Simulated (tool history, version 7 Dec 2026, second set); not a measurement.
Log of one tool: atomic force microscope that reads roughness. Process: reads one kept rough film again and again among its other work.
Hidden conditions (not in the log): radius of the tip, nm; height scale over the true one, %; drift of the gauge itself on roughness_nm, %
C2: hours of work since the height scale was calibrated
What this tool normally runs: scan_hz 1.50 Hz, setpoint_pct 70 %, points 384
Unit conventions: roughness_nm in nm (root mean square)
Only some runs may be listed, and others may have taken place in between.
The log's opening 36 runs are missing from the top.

{"run": 37, "hour": 1497.4, "scan_hz": 0.75, "setpoint_pct": 87, "points": 747, "pictures with this tip": 83, "C2": 594, "roughness_nm": 1.267}
{"hour": 1508.1, "done": "new tip fitted"}
{"run": 38, "hour": 1547.9, "scan_hz": 1.1, "setpoint_pct": 70, "points": 464, "pictures with this tip": 67, "C2": 619, "roughness_nm": 1.297}
{"hour": 1570.4, "done": "new tip fitted"}
{"run": 39, "hour": 1600.3, "scan_hz": 1.1, "setpoint_pct": 70, "points": 654, "pictures with this tip": 50, "C2": 646, "roughness_nm": 1.3}
{"hour": 1631.1, "done": "new tip fitted"}
{"run": 40, "hour": 1631.1, "scan_hz": 1.1, "setpoint_pct": 70, "points": 654, "pictures with this tip": 0, "C2": 661, "roughness_nm": 1.301}
{"run": 41, "hour": 1682.9, "scan_hz": 1.5, "setpoint_pct": 57, "points": 690, "pictures with this tip": 87, "C2": 688, "roughness_nm": 1.321}
{"hour": 1694.9, "done": "new tip fitted"}
{"run": 42, "hour": 1726.0, "scan_hz": 0.65, "setpoint_pct": 58, "points": 384, "pictures with this tip": 52, "C2": 710, "roughness_nm": 1.339}
{"hour": 1756.7, "done": "new tip fitted"}
{"run": 43, "hour": 1781.3, "scan_hz": 1.5, "setpoint_pct": 65, "points": 577, "pictures with this tip": 41, "C2": 738, "roughness_nm": 1.299}
{"run": 44, "hour": 1814.0, "scan_hz": 3.78, "setpoint_pct": 65, "points": 577, "pictures with this tip": 96, "C2": 755, "roughness_nm": 1.226}
{"hour": 1817.1, "done": "new tip fitted"}
{"run": 45, "hour": 1844.8, "scan_hz": 0.53, "setpoint_pct": 82, "points": 359, "pictures with this tip": 47, "C2": 770, "roughness_nm": 1.297}
{"hour": 1879.3, "done": "new tip fitted"}
{"run": 46, "hour": 1894.6, "scan_hz": 0.84, "setpoint_pct": 67, "points": 740, "pictures with this tip": 26, "C2": 795, "roughness_nm": 1.32}
{"hour": 1943.0, "done": "new tip fitted"}
{"run": 47, "hour": 1945.0, "scan_hz": 0.9, "setpoint_pct": 67, "points": 490, "pictures with this tip": 3, "C2": 821, "roughness_nm": 1.323}
{"run": 48, "hour": 1999.9, "scan_hz": 0.95, "setpoint_pct": 64, "points": 555, "pictures with this tip": 95, "C2": 849, "roughness_nm": 1.323}
{"hour": 2005.3, "done": "new tip fitted"}
{"run": 49, "hour": 2037.9, "scan_hz": 0.95, "setpoint_pct": 64, "points": 555, "pictures with this tip": 54, "C2": 868, "roughness_nm": 1.315}

4 options for the next run, each taken on its own from the tool as it stands now. Forecast them:
{"hour": 2066.2, "done": "new tip fitted"}
{"run": "A", "hour": 2072.7, "scan_hz": 3.38, "setpoint_pct": 64, "points": 555, "pictures with this tip": 11, "C2": 886, "roughness_nm": "?"}
{"hour": 2066.2, "done": "new tip fitted"}
{"run": "B", "hour": 2072.7, "scan_hz": 1.41, "setpoint_pct": 64, "points": 470, "pictures with this tip": 11, "C2": 886, "roughness_nm": "?"}
{"hour": 2066.2, "done": "new tip fitted"}
{"run": "C", "hour": 2072.7, "scan_hz": 0.95, "setpoint_pct": 71, "points": 555, "pictures with this tip": 11, "C2": 886, "roughness_nm": "?"}
{"hour": 2066.2, "done": "new tip fitted"}
{"run": "D", "hour": 2072.7, "scan_hz": 0.61, "setpoint_pct": 64, "points": 555, "pictures with this tip": 11, "C2": 886, "roughness_nm": "?"}

run=A roughness_nm=1.246
run=B roughness_nm=1.307
run=C roughness_nm=1.301
run=D roughness_nm=1.337
The same runs, with their run-to-run variation unchanged, on a tool lacking any hidden condition would have given:
run=A roughness_nm=1.244
run=B roughness_nm=1.304
run=C roughness_nm=1.298
run=D roughness_nm=1.334

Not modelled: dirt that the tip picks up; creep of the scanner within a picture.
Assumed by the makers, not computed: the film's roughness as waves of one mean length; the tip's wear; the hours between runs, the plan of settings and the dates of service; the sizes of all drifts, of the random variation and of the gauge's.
